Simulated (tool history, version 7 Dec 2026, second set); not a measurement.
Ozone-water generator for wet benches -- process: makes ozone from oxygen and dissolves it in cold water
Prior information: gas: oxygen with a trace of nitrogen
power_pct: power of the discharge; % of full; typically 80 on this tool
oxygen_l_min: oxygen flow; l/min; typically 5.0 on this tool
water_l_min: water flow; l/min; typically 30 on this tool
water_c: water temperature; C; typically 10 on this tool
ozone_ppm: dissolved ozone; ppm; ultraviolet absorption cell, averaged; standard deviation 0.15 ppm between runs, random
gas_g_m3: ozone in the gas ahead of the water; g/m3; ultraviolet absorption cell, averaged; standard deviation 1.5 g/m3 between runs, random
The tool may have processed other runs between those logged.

run 1 day=0.000 | power_pct=80 oxygen_l_min=5.0 water_l_min=30 water_c=10 | ozone_ppm=18.6 gas_g_m3=284.4
run 2 day=3.796 | power_pct=80 oxygen_l_min=5.0 water_l_min=30 water_c=10 | ozone_ppm=18.5 gas_g_m3=280.7
run 3 day=7.083 | power_pct=80 oxygen_l_min=5.0 water_l_min=30 water_c=10 | ozone_ppm=18.4 gas_g_m3=281.9
run 4 day=11.329 | power_pct=80 oxygen_l_min=5.6 water_l_min=30 water_c=10 | ozone_ppm=19.5 gas_g_m3=272.2
run 5 day=15.138 | power_pct=80 oxygen_l_min=5.6 water_l_min=30 water_c=10 | ozone_ppm=19.1 gas_g_m3=271.8
run 6 day=17.871 | power_pct=80 oxygen_l_min=5.6 water_l_min=30 water_c=10 | ozone_ppm=19.3 gas_g_m3=269.9
run 7 day=21.654 | power_pct=80 oxygen_l_min=5.6 water_l_min=30 water_c=10 | ozone_ppm=19.3 gas_g_m3=271.6

Run 8 comes next. What will it give?
run 8 day=24.875 | power_pct=80 oxygen_l_min=5.6 water_l_min=30 water_c=10 | ozone_ppm=? gas_g_m3=?

ozone_ppm: 19.1 ppm
gas_g_m3: 269.8 g/m3
Were there no unlogged condition in the tool, this run, its random variation unchanged, would have produced ozone_ppm 19.7 ppm, gas_g_m3 270.0 g/m3.
